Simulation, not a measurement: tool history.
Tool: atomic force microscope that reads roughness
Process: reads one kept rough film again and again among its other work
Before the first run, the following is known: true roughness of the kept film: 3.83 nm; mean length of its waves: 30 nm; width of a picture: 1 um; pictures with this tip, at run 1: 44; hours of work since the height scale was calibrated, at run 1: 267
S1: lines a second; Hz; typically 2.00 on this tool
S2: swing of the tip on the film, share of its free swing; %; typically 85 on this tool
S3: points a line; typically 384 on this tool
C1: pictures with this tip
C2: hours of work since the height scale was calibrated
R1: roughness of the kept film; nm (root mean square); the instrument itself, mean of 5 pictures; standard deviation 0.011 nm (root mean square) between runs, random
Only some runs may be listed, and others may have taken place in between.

run 1 hour=0.0 | S1=2.00 S2=85 S3=384 | C1=44 C2=267 | R1=2.528
run 2 hour=6.1 | S1=2.00 S2=85 S3=384 | C1=54 C2=271 | R1=2.527
run 3 hour=12.3 | S1=2.00 S2=85 S3=384 | C1=65 C2=276 | R1=2.518
run 4 hour=16.8 | S1=2.00 S2=85 S3=384 | C1=72 C2=279 | R1=2.479
run 5 hour=24.0 | S1=2.00 S2=85 S3=787 | C1=84 C2=284 | R1=2.478
run 6 hour=33.7 | S1=2.00 S2=85 S3=787 | C1=100 C2=291 | R1=2.448
run 7 hour=41.5 | S1=0.93 S2=85 S3=384 | C1=113 C2=296 | R1=2.662
run 8 hour=50.8 | S1=0.93 S2=56 S3=272 | C1=129 C2=303 | R1=2.829
run 9 hour=55.2 | S1=0.91 S2=84 S3=272 | C1=136 C2=306 | R1=2.625
run 10 hour=60.5 | S1=1.87 S2=75 S3=870 | C1=145 C2=309 | R1=2.583
run 11 hour=68.7 | S1=1.87 S2=75 S3=870 | C1=158 C2=315 | R1=2.553
run 12 hour=74.6 | S1=1.87 S2=61 S3=296 | C1=168 C2=319 | R1=2.669
run 13 hour=82.6 | S1=0.70 S2=75 S3=446 | C1=182 C2=325 | R1=2.666
run 14 hour=88.4 | S1=1.76 S2=61 S3=384 | C1=191 C2=329 | R1=2.658

5 options for the next run, each taken on its own from the tool as it stands now. Forecast them:
run A hour=94.6 | S1=0.77 S2=74 S3=692 | C1=201 C2=333 | R1=?
run B hour=94.6 | S1=2.61 S2=86 S3=629 | C1=201 C2=333 | R1=?
run C hour=94.6 | S1=0.83 S2=61 S3=969 | C1=201 C2=333 | R1=?
run D hour=94.6 | S1=2.02 S2=73 S3=628 | C1=201 C2=333 | R1=?
run E hour=94.6 | S1=2.08 S2=68 S3=297 | C1=201 C2=333 | R1=?

run=A R1=2.642
run=B R1=2.133
run=C R1=2.699
run=D R1=2.474
run=E R1=2.488
Stripped of hidden state, with their random variation kept, the same runs would have yielded:
run=A R1=3.118
run=B R1=2.518
run=C R1=3.186
run=D R1=2.920
run=E R1=2.939

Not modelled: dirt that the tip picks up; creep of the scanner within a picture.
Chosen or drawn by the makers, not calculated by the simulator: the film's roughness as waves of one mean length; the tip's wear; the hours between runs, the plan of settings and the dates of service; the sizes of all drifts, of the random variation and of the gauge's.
